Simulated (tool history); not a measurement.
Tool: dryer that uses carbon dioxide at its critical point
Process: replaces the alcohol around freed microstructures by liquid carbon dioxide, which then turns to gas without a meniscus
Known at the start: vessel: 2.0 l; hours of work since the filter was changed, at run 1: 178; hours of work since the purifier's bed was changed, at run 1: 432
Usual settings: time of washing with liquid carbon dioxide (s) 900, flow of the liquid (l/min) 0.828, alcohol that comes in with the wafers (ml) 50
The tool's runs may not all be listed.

run,hour,time of washing with liquid carbon dioxide (s),flow of the liquid (l/min),alcohol that comes in with the wafers (ml),hours of work since the filter was changed,hours of work since the purifier's bed was changed,alcohol left in the vessel before it's heated (ppm by volume)
1,0,900,0.828,50,178,432,211
2,15.6,900,1.264,50,184,438,67
3,41.3,900,1.264,50,193,447,63
4,56.9,900,1.264,50,199,452,60
5,73.7,900,1.384,50,205,458,59
6,100.7,900,1.384,50,214,468,60
7,127.7,900,1.171,50,224,477,76
8,143.3,900,1.171,50,229,483,84
# hour 156.2: inlet filter changed
9,172,900,0.828,50,6,493,128
10,192.1,900,0.828,50,13,500,135
11,218,900,0.828,50,22,509,141
12,237.6,900,0.828,50,29,516,136
13,257.7,900,0.828,50,36,523,146
14,278.6,900,0.828,102,43,530,229
15,301.1,720,0.828,102,51,538,626
16,319.2,1380,0.828,50,58,545,71
17,337,1380,0.828,50,64,551,56
18,367.7,600,0.828,50,75,562,681
19,402.2,600,0.828,50,87,574,697
20,423.7,600,0.828,50,95,582,729
21,454,600,0.828,50,105,592,750
22,478.6,900,0.828,50,114,601,180
23,499.6,900,1.262,50,122,609,71
24,532.5,600,0.504,50,133,620,2843
25,559.7,900,0.828,30,143,630,144
26,574.6,1020,1.312,50,148,635,74
27,594.9,900,0.683,57,155,642,442
28,623.3,900,0.683,57,165,652,439
29,642.6,540,0.683,46,172,659,1839
30,673.5,540,1.299,70,183,670,368
31,702.1,540,1.299,57,193,680,339
32,728.5,540,0.828,50,203,690,1254
33,752.8,780,0.807,37,211,698,341
34,774.5,660,0.828,21,219,706,340
35,802.1,660,0.828,21,229,716,354
# hour 816.3: inlet filter changed
36,828.6,660,0.828,21,4,725,221
37,854.5,600,0.673,46,14,734,1083
38,875.5,900,0.815,55,21,741,172
39,892,600,0.52,26,27,747,1222
40,912.5,600,0.52,26,34,754,1211
41,928.2,840,1.355,44,40,760,90
42,949.2,840,1.355,44,47,767,79
43,964,840,1.355,44,52,773,80
44,990.9,900,1.038,32,62,782,97
45,1017.5,1020,1.104,32,71,792,87

Hidden state at the last listed run before each entry between runs and at the first one after, where it differs:
Between runs 8 and 9: inlet filter changed (hour 156.2)
  flow that reaches the vessel past the clogged filter, %: 83.8 -> 99.6; alcohol in the recycled carbon dioxide, ppm: 51.7 -> 52.6
  measured less the result without the state, alcohol left in the vessel before it's heated (ppm by volume): +68 -> +50
Between runs 35 and 36: inlet filter changed (hour 816.3)
  flow that reaches the vessel past the clogged filter, %: 85.6 -> 99.6; alcohol in the recycled carbon dioxide, ppm: 74.1 -> 75
  measured less the result without the state, alcohol left in the vessel before it's heated (ppm by volume): +197 -> +72
